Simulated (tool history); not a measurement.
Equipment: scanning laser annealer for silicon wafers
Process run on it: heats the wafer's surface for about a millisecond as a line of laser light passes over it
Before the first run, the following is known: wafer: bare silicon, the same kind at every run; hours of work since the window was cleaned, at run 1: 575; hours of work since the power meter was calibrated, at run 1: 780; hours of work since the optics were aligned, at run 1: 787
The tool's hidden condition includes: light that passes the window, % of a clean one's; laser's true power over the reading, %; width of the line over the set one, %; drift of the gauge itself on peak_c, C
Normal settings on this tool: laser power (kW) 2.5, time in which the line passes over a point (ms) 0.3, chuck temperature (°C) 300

run,day,laser power (kW),time in which the line passes over a point (ms),chuck temperature (°C),hours of work since the window was cleaned,hours of work since the power meter was calibrated,hours of work since the optics were aligned,highest temperature of the surface (°C)
1,0,2.5,0.3,300,575,780,787,1019.2
2,0.571,2.5,0.233,300,583,789,795,943
3,1.312,2.5,0.233,300,594,800,806,943.4
4,2.421,2.5,0.233,300,610,816,822,944.1
5,3.058,2.5,0.233,300,619,825,832,944
6,4.4,2.5,0.3,300,639,844,851,1020.8
7,5.317,2.5,0.3,300,652,858,865,1020.5
8,6.204,2.5,0.3,300,665,871,877,1020.7
9,7.467,2.5,0.3,300,683,889,896,1019.3
10,8.154,2.5,0.3,300,693,899,906,1019.4
# day 8.3: window over the wafer cleaned
11,8.892,2.5,0.3,300,9,909,915,1019.9
12,9.879,2.5,0.3,300,23,923,930,1020.4
13,11.046,2.5,0.3,300,40,940,947,1021.3
14,12.35,2.5,0.3,300,59,959,966,1020.9
15,13.504,2.613,0.3,300,76,976,982,1059.3
16,14.442,2.613,0.3,300,89,989,996,1058.9
17,15.738,2.613,0.3,300,108,1008,1015,1059.1
18,16.55,2.613,0.3,300,120,1020,1027,1059.5
19,17.733,2.613,0.3,300,137,1037,1044,1058.8
20,18.888,2.5,0.308,300,154,1054,1061,1030.2
21,19.896,2.5,0.308,300,169,1069,1075,1028.9
22,21.221,2.5,0.308,300,188,1088,1095,1029.5
23,22.475,2.5,0.308,300,206,1106,1113,1030.5
24,23.792,2.5,0.378,300,225,1125,1132,1099
25,24.592,2.602,0.3,300,237,1137,1144,1055.2
26,25.379,2.274,0.289,271,249,1149,1155,907.6
27,26.596,2.5,0.273,300,266,1166,1173,992.3
28,27.925,2.5,0.273,300,286,1186,1192,993.2
29,28.842,2.559,0.267,304,299,1199,1206,1009.5
30,29.654,2.559,0.267,304,311,1211,1217,1008.6
31,30.771,2.236,0.297,312,327,1227,1234,944.8
32,31.571,2.391,0.301,328,339,1239,1245,1015
33,32.788,2.276,0.269,260,356,1256,1263,877.6
34,33.504,2.276,0.269,260,367,1267,1273,878
35,34.675,2.374,0.269,314,384,1284,1290,962.5
36,36.017,2.645,0.251,279,403,1303,1310,990.7
37,36.95,2.645,0.251,279,417,1317,1324,992.2
38,37.708,2.645,0.251,279,428,1328,1335,992.4
39,38.817,2.645,0.251,279,444,1344,1351,992
40,39.362,2.363,0.237,278,452,1352,1359,887.7
# day 39.662: gauge calibrated
41,39.954,2.363,0.237,278,461,1361,1367,884.5

Branching from run 41: 4 alternative next runs. What would each branch give?
A,40.625,2.715,0.273,301,470,1370,1377,?
B,40.625,2.137,0.235,261,470,1370,1377,?
C,40.625,2.592,0.333,271,470,1370,1377,?
D,40.625,2.293,0.25,292,470,1370,1377,?

run,highest temperature of the surface (°C)
A,1058.9
B,799.3
C,1056.5
D,891.4
Without the tool's hidden state the same runs would have given:
run,highest temperature of the surface (°C)
A,1059
B,799.3
C,1056.6
D,891.4
